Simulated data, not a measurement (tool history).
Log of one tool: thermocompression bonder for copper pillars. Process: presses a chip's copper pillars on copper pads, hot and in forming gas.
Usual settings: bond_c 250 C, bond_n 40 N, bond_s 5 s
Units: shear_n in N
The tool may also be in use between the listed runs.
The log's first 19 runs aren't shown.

run 20 hour=406.2 | bond_c=226 bond_n=26 bond_s=5 | shear_n=43.7
-- hour=415.9 force cell calibrated, once more
run 21 hour=434.3 | bond_c=226 bond_n=26 bond_s=5 | shear_n=45.8
run 22 hour=459.3 | bond_c=238 bond_n=51 bond_s=10 | shear_n=103.7
run 23 hour=479.6 | bond_c=238 bond_n=51 bond_s=6 | shear_n=92.9
run 24 hour=498.9 | bond_c=228 bond_n=30 bond_s=11 | shear_n=70.5
run 25 hour=525.6 | bond_c=260 bond_n=26 bond_s=11 | shear_n=87.5
run 26 hour=540.7 | bond_c=244 bond_n=40 bond_s=3 | shear_n=71.3
run 27 hour=561.3 | bond_c=237 bond_n=36 bond_s=4 | shear_n=65.3
run 28 hour=574.8 | bond_c=250 bond_n=24 bond_s=3 | shear_n=49.7
run 29 hour=596.2 | bond_c=250 bond_n=24 bond_s=4 | shear_n=54.7
run 30 hour=609.1 | bond_c=237 bond_n=40 bond_s=4 | shear_n=71.3
run 31 hour=638.5 | bond_c=232 bond_n=30 bond_s=7 | shear_n=64.0
run 32 hour=666.5 | bond_c=265 bond_n=40 bond_s=5 | shear_n=94.1
run 33 hour=687.6 | bond_c=258 bond_n=44 bond_s=5 | shear_n=95.6
run 34 hour=714.2 | bond_c=249 bond_n=44 bond_s=13 | shear_n=103.1
run 35 hour=727.1 | bond_c=266 bond_n=48 bond_s=6 | shear_n=106.0
run 36 hour=748.5 | bond_c=250 bond_n=26 bond_s=3 | shear_n=52.6
run 37 hour=776.9 | bond_c=276 bond_n=26 bond_s=3 | shear_n=70.1
-- hour=794.0 forming gas filter changed
run 38 hour=796.0 | bond_c=250 bond_n=40 bond_s=12 | shear_n=108.2
run 39 hour=815.4 | bond_c=265 bond_n=26 bond_s=3 | shear_n=67.9

Forecast each of these 3 alternatives for the next run:
run A hour=830.0 | bond_c=265 bond_n=45 bond_s=3 | shear_n=?
run B hour=830.0 | bond_c=250 bond_n=58 bond_s=5 | shear_n=?
run C hour=830.0 | bond_c=265 bond_n=26 bond_s=10 | shear_n=?

run=A shear_n=98.3
run=B shear_n=109.0
run=C shear_n=93.4
Without the tool's hidden state the same runs would have given:
run=A shear_n=94.5
run=B shear_n=106.2
run=C shear_n=89.4
